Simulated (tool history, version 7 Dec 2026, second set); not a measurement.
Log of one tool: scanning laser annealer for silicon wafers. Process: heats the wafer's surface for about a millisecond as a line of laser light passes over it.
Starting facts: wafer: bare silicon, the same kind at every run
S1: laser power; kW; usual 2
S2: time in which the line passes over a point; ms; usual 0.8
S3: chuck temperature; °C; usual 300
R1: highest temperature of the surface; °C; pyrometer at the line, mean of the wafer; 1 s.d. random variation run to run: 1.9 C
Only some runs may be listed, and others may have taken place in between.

{"run": 1, "hour": 0.0, "S1": 2, "S2": 0.8, "S3": 300, "R1": 1077}
{"run": 2, "hour": 47.4, "S1": 2, "S2": 0.8, "S3": 300, "R1": 1076}
{"run": 3, "hour": 74.1, "S1": 2, "S2": 0.845, "S3": 300, "R1": 1090}
{"run": 4, "hour": 114.0, "S1": 2, "S2": 0.8, "S3": 300, "R1": 1071}
{"run": 5, "hour": 139.7, "S1": 2, "S2": 0.8, "S3": 300, "R1": 1074}
{"run": 6, "hour": 184.2, "S1": 2, "S2": 0.8, "S3": 300, "R1": 1067}
{"run": 7, "hour": 233.8, "S1": 2, "S2": 0.8, "S3": 300, "R1": 1068}
{"run": 8, "hour": 282.5, "S1": 2, "S2": 0.8, "S3": 300, "R1": 1064}
{"hour": 322.2, "done": "window over the wafer cleaned"}
{"run": 9, "hour": 322.2, "S1": 2, "S2": 0.8, "S3": 300, "R1": 1078}
{"run": 10, "hour": 359.4, "S1": 1.742, "S2": 0.8, "S3": 300, "R1": 962}
{"run": 11, "hour": 414.6, "S1": 2, "S2": 0.609, "S3": 300, "R1": 989}
{"run": 12, "hour": 442.4, "S1": 2, "S2": 0.609, "S3": 300, "R1": 988}
{"run": 13, "hour": 474.0, "S1": 2, "S2": 0.609, "S3": 300, "R1": 986}
{"run": 14, "hour": 509.4, "S1": 2, "S2": 0.609, "S3": 300, "R1": 989}
{"run": 15, "hour": 545.8, "S1": 2, "S2": 0.609, "S3": 300, "R1": 985}
{"run": 16, "hour": 591.1, "S1": 2, "S2": 0.609, "S3": 300, "R1": 983}
{"run": 17, "hour": 622.0, "S1": 1.986, "S2": 0.8, "S3": 300, "R1": 1063}
{"run": 18, "hour": 670.2, "S1": 1.986, "S2": 0.8, "S3": 300, "R1": 1058}
{"run": 19, "hour": 703.8, "S1": 1.986, "S2": 0.8, "S3": 300, "R1": 1057}
{"run": 20, "hour": 752.0, "S1": 1.986, "S2": 0.8, "S3": 300, "R1": 1060}
{"run": 21, "hour": 778.8, "S1": 1.986, "S2": 0.8, "S3": 300, "R1": 1057}
{"run": 22, "hour": 816.4, "S1": 1.989, "S2": 0.839, "S3": 308, "R1": 1082}
{"run": 23, "hour": 841.7, "S1": 1.877, "S2": 0.8, "S3": 300, "R1": 1006}
{"run": 24, "hour": 890.3, "S1": 1.877, "S2": 0.8, "S3": 300, "R1": 1001}
{"run": 25, "hour": 946.5, "S1": 2.047, "S2": 0.8, "S3": 273, "R1": 1050}
{"run": 26, "hour": 998.1, "S1": 1.923, "S2": 0.748, "S3": 331, "R1": 1033}
{"hour": 1003.7, "done": "window over the wafer cleaned"}
{"run": 27, "hour": 1052.2, "S1": 1.923, "S2": 0.748, "S3": 331, "R1": 1049}
{"run": 28, "hour": 1081.7, "S1": 1.923, "S2": 0.863, "S3": 333, "R1": 1090}
{"run": 29, "hour": 1127.3, "S1": 1.923, "S2": 0.863, "S3": 333, "R1": 1092}
{"run": 30, "hour": 1180.8, "S1": 1.923, "S2": 0.863, "S3": 333, "R1": 1090}
{"run": 31, "hour": 1215.6, "S1": 2.133, "S2": 0.792, "S3": 292, "R1": 1114}
{"run": 32, "hour": 1262.7, "S1": 2.099, "S2": 0.655, "S3": 300, "R1": 1042}
{"run": 33, "hour": 1318.2, "S1": 2.099, "S2": 0.655, "S3": 300, "R1": 1041}
{"run": 34, "hour": 1353.4, "S1": 2.099, "S2": 0.655, "S3": 300, "R1": 1036}
{"run": 35, "hour": 1385.8, "S1": 1.777, "S2": 0.612, "S3": 317, "R1": 905}

Predict each of these 3 candidate next runs independently; none follows another, all start after run 35:
{"run": "A", "hour": 1422.1, "S1": 1.99, "S2": 0.883, "S3": 283, "R1": "?"}
{"run": "B", "hour": 1422.1, "S1": 1.932, "S2": 0.612, "S3": 317, "R1": "?"}
{"run": "C", "hour": 1422.1, "S1": 1.966, "S2": 0.689, "S3": 260, "R1": "?"}

run=A R1=1071
run=B R1=969
run=C R1=955
Take away the tool's hidden state, keep each run's random variation, and the runs would have read:
run=A R1=1103
run=B R1=995
run=C R1=983
